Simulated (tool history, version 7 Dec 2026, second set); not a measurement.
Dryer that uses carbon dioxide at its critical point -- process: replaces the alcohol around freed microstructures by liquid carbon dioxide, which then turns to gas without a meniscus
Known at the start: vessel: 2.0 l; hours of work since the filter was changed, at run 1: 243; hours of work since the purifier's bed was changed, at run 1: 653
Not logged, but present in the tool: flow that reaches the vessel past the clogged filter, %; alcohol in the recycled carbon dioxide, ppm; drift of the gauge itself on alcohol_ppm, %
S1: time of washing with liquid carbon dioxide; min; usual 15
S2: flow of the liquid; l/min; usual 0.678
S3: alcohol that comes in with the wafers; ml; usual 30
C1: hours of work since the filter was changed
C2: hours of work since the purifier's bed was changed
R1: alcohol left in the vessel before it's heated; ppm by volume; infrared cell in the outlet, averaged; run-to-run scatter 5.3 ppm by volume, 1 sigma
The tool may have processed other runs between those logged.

run     day  S1     S2  S3   C1    C2    R1
  1       0  15  0.678  30  243   653   268
  2   0.888  15  0.678  30  258   667   276
  3   1.992  15  0.678  84  276   686   540
  4   3.188  15  0.678  84  296   706   537
  5   4.554  15  0.678  84  319   729   547
  6   5.425  15  0.678  65  334   744   473
  7   6.462  15  0.678  65  351   761   477
  8   7.821  15  0.678  30  374   784   313
  9   8.929  15  0.678  30  393   802   320
 10   9.588  15  0.678  30  404   814   318
 11  10.421  15  0.964  30  418   827   179
 12  11.638  15  0.964  30  438   848   182
     12.012  -- inlet filter changed
 13  12.496  15  0.964  30    8   862   186
 14    13.6  15  0.964  30   27   880   187
 15  14.804  17  0.524  95   47   900   930
 16  15.492  24  0.807  95   58   912   191
 17    16.6  24  0.807  95   77   930   202
 18  17.212  16  0.636  95   87   941   594
 19  18.425  16  0.636  95  108   961   598
 20  19.088  15  0.461  48  119   972  1213
 21  20.342  15  0.461  48  140   993  1232
 22  21.608  13  0.497  23  161  1015   829
 23  22.775  11  0.497  74  181  1034  3282
 24  23.667  21  0.859  25  196  1049   214
 25  24.338  21  0.859  25  207  1060   210
 26  25.058  21  0.859  25  219  1072   217
 27  26.042  11  0.472  33  236  1089  1816
 28  27.133  11  0.472  33  254  1107  1870

Here are 5 independent what-if runs from the current tool condition. What would each one return?
  A  28.404  19  0.678  20  275  1129   ?
  B  28.404  10  0.495  39  275  1129   ?
  C  28.404  15  0.695  37  275  1129   ?
  D  28.404  20  0.582  32  275  1129   ?
  E  28.404  15  0.678  30  275  1129   ?

run    R1
  A   256
  B  2347
  C   380
  D   301
  E   379
With no hidden state in the tool, these same runs would have given:
run    R1
  A    27
  B  1933
  C   131
  D    65
  E   127
